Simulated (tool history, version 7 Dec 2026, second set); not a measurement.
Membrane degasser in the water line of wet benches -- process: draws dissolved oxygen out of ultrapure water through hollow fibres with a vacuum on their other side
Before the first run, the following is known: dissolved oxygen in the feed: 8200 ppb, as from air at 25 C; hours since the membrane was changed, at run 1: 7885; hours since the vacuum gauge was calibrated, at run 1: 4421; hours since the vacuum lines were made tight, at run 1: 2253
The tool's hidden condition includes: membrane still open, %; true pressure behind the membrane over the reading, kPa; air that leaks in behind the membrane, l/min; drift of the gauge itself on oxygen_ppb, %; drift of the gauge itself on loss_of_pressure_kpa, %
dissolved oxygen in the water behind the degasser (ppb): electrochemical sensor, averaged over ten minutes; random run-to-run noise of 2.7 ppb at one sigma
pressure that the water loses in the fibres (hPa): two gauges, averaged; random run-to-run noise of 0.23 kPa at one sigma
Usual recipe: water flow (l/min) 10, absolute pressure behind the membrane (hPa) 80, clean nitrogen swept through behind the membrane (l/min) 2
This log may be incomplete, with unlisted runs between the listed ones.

| run | hour | water flow (l/min) | absolute pressure behind the membrane (hPa) | clean nitrogen swept through behind the membrane (l/min) | hours since the membrane was changed | hours since the vacuum gauge was calibrated | hours since the vacuum lines were made tight | dissolved oxygen in the water behind the degasser (ppb) | pressure that the water loses in the fibres (hPa) |
|---|---|---|---|---|---|---|---|---|---|
| 1 | 0 | 10 | 80 | 2 | 7885 | 4421 | 2253 | 299.5 | 598.8 |
| 2 | 168 | 10 | 158.5 | 2 | 8053 | 4589 | 2421 | 387.9 | 595.7 |
| 3 | 264.7 | 10 | 158.5 | 2 | 8149 | 4685 | 2517 | 383.3 | 597.3 |
| 4 | 475.7 | 10 | 158.5 | 2 | 8360 | 4896 | 2728 | 397.6 | 593.6 |
| 5 | 632.6 | 10 | 158.5 | 1.49 | 8517 | 5053 | 2885 | 444.1 | 597.8 |
| 6 | 732.4 | 10 | 158.5 | 1.49 | 8617 | 5153 | 2985 | 439.7 | 600 |
| 7 | 903.2 | 10 | 158.5 | 1.49 | 8788 | 5324 | 3156 | 431.2 | 600.7 |
|  | 923.8 | vacuum gauge calibrated |
| 8 | 999 | 10 | 49.5 | 2 | 8883 | 75 | 3251 | 265.4 | 601.4 |
| 9 | 1215.2 | 10 | 49.5 | 2 | 9099 | 291 | 3467 | 267.9 | 604 |
| 10 | 1396.8 | 10 | 49.5 | 2 | 9281 | 473 | 3649 | 268.5 | 598.1 |
| 11 | 1489.6 | 10 | 80 | 2 | 9374 | 566 | 3742 | 305.8 | 602.3 |
| 12 | 1607.6 | 10 | 80 | 2 | 9492 | 684 | 3860 | 303.7 | 603.5 |
| 13 | 1721.8 | 10 | 80 | 2 | 9606 | 798 | 3974 | 303.4 | 605.9 |
| 14 | 1895.1 | 10 | 80 | 2 | 9779 | 971 | 4147 | 308.4 | 598.7 |
| 15 | 2080.3 | 15 | 111.2 | 5.65 | 9965 | 1157 | 4333 | 565.2 | 905.3 |
|  | 2170.6 | vacuum gauge calibrated, once more |
| 16 | 2204.6 | 14 | 114 | 1.15 | 10088 | 34 | 4456 | 685.2 | 843.8 |
| 17 | 2336.8 | 8 | 179.3 | 2 | 10221 | 166 | 4589 | 291.3 | 483.1 |
| 18 | 2475.8 | 8 | 179.3 | 2 | 10359 | 305 | 4727 | 291.8 | 481 |
| 19 | 2602.7 | 9 | 57.4 | 5.18 | 10486 | 432 | 4854 | 209.3 | 537.1 |
| 20 | 2772.7 | 9 | 57.4 | 5.18 | 10656 | 602 | 5024 | 209.3 | 545.6 |
| 21 | 2952.3 | 16 | 57.4 | 4.03 | 10836 | 782 | 5204 | 604.2 | 960.9 |
| 22 | 3098.1 | 7 | 165.3 | 5.44 | 10982 | 927 | 5350 | 155.6 | 423.8 |
| 23 | 3197.2 | 10 | 117.5 | 2 | 11081 | 1027 | 5449 | 348.8 | 601 |
| 24 | 3298.5 | 9 | 80 | 1.07 | 11182 | 1128 | 5550 | 302.4 | 547.1 |
| 25 | 3394.7 | 9 | 80 | 1.07 | 11278 | 1224 | 5646 | 301.9 | 547 |

What if the next run were any one of these 3? Each begins from the tool's condition after run 25:
| A | 3520.8 | 6 | 171.3 | 1.07 | 11404 | 1350 | 5772 | ? | ? |
| B | 3520.8 | 12 | 134.7 | 2 | 11404 | 1350 | 5772 | ? | ? |
| C | 3520.8 | 14 | 97.6 | 3.61 | 11404 | 1350 | 5772 | ? | ? |

| run | dissolved oxygen in the water behind the degasser (ppb) | pressure that the water loses in the fibres (hPa) |
|---|---|---|
| A | 267.3 | 361.7 |
| B | 494.4 | 726.2 |
| C | 529.2 | 849.7 |
Take away the tool's hidden state, keep each run's random variation, and the runs would have read:
| run | dissolved oxygen in the water behind the degasser (ppb) | pressure that the water loses in the fibres (hPa) |
|---|---|---|
| A | 242.7 | 344.7 |
| B | 441.1 | 692.2 |
| C | 466.4 | 809.9 |
